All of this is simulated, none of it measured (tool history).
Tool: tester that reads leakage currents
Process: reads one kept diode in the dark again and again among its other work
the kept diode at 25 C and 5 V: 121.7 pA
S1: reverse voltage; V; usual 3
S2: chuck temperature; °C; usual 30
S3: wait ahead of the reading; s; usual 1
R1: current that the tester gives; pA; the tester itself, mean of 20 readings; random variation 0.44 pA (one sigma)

run 1 hour=0 | S1=3 S2=30 S3=1 | R1=135.24
run 2 hour=26.8 | S1=3 S2=30 S3=1 | R1=135.12
run 3 hour=64.6 | S1=3 S2=30 S3=1 | R1=133.97
run 4 hour=102.7 | S1=3 S2=30 S3=1 | R1=132.94
run 5 hour=143.8 | S1=3 S2=30 S3=1 | R1=132.4
run 6 hour=163 | S1=3.23 S2=30 S3=1 | R1=137.64
run 7 hour=187.9 | S1=3.23 S2=30 S3=1 | R1=136.56
run 8 hour=228.4 | S1=3 S2=23 S3=2.99 | R1=65.7

Run 9 comes next. What will it give?
run 9 hour=265.9 | S1=3 S2=23 S3=2.99 | R1=?

{"run 9": {"R1": 65.43}}
Without the tool's hidden state the same run would have given R1 74.64 pA.

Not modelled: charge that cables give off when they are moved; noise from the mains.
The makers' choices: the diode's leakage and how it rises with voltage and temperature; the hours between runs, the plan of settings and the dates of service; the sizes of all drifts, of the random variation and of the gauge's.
